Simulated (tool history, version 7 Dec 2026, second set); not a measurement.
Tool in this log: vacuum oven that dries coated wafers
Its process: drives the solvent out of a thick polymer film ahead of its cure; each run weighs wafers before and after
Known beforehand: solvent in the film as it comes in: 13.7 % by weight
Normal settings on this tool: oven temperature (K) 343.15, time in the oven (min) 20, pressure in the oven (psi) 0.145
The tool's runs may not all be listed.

run    hour  oven temperature (K)  time in the oven (min)  pressure in the oven (psi)  solvent left in the film (%)
  1       0                343.15                      20                       0.145                          1.13
  2   102.1                343.15                      20                       0.145                          1.14
  3   197.9                356.15                      20                       0.145                          0.33
  4   262.2                356.15                      20                       0.145                          0.37
  5   349.5                356.15                      20                       0.145                           0.4
  6   399.3                343.15                      20                       0.145                          1.23
  7   474.2                343.15                      20                       0.145                           1.2
  8   571.8                343.15                      20                       0.165                          1.39
  9   672.9                343.15                      30                       0.145                          0.89
 10   732.3                343.15                      20                       0.145                          1.31
 11   777.3                343.15                      20                       0.145                          1.29
 12   871.8                343.15                      20                       0.145                          1.32
 13   936.7                343.15                      20                       0.145                          1.37
 14  1027.4                343.15                      20                       0.145                          1.42
 15  1084.2                343.15                      20                       0.187                          1.59
 16  1177.5                343.15                      20                       0.187                          1.55
 17  1272.2                343.15                      20                       0.145                          1.48
 18  1355.2                343.15                      20                       0.145                          1.18
 19  1404.2                343.15                      20                       0.145                          1.17
 20  1492.6                350.15                      20                       0.145                          0.56
 21  1592.5                350.15                      20                       0.145                          0.55
 22  1687.8                350.15                      20                       0.145                          0.55
 23  1794.1                343.15                      20                       0.328                          2.04
 24  1849.3                343.15                      20                       0.328                          1.95
 25  1931.6                346.15                      24                       0.183                          0.89
 26    2016                330.15                      26                       0.145                          4.14
 27  2122.6                349.15                      28                       0.252                          0.96
 28  2198.9                351.15                      33                       0.384                          1.19
 29  2301.1                329.15                      36                       0.402                          5.12
 30    2350                343.15                      16                       0.236                          2.33
 31    2423                343.15                      16                       0.236                          2.32
 32  2496.5                343.15                      16                       0.236                          2.35
 33  2595.7                344.15                      21                       0.187                          1.46
 34  2646.6                338.15                      20                       0.083                          1.99
 35  2730.5                343.15                      20                       0.206                          1.48
 36  2801.9                343.15                      20                       0.206                          1.54
 37  2879.1                342.15                      16                       0.138                          1.97
 38  2977.8                342.15                      16                       0.138                          1.95
 39  3078.7                337.15                      15                       0.524                          4.75
 40  3131.4                337.15                      15                       0.524                          4.77
 41  3214.4                337.15                      15                       0.524                          4.79
 42  3264.7                353.15                      16                       0.377                          0.99
 43  3331.9                353.15                      25                       0.226                          0.63

The log once held 3 entries between its listed runs, left out of this copy. Where does each go, and what is different about the tool's unlogged condition between the listed run before it and the listed run after it?
Logged between run 17 and run 18: vacuum gauge cleaned of residue and calibrated (hour 1286.7)
  true wafer temperature over the reading, C: -0.69 -> -0.75; true pressure over the reading, kPa: 0.566 -> 0.025
  what was measured, less what the result would be without the hidden state, solvent left in the film (%): +0.41 -> +0.13
Logged between run 33 and run 34: oven's thermocouples calibrated (hour 2610.6)
  true wafer temperature over the reading, C: -1.64 -> 0.15; true pressure over the reading, kPa: 0.438 -> 0.453
  what was measured, less what the result would be without the hidden state, solvent left in the film (%): +0.46 -> +0.24
Logged between run 38 and run 39: vacuum gauge cleaned of residue and calibrated (hour 3001.4)
  true wafer temperature over the reading, C: -0.08 -> -0.16; true pressure over the reading, kPa: 0.564 -> -0.001
  what was measured, less what the result would be without the hidden state, solvent left in the film (%): +0.31 -> +0.05

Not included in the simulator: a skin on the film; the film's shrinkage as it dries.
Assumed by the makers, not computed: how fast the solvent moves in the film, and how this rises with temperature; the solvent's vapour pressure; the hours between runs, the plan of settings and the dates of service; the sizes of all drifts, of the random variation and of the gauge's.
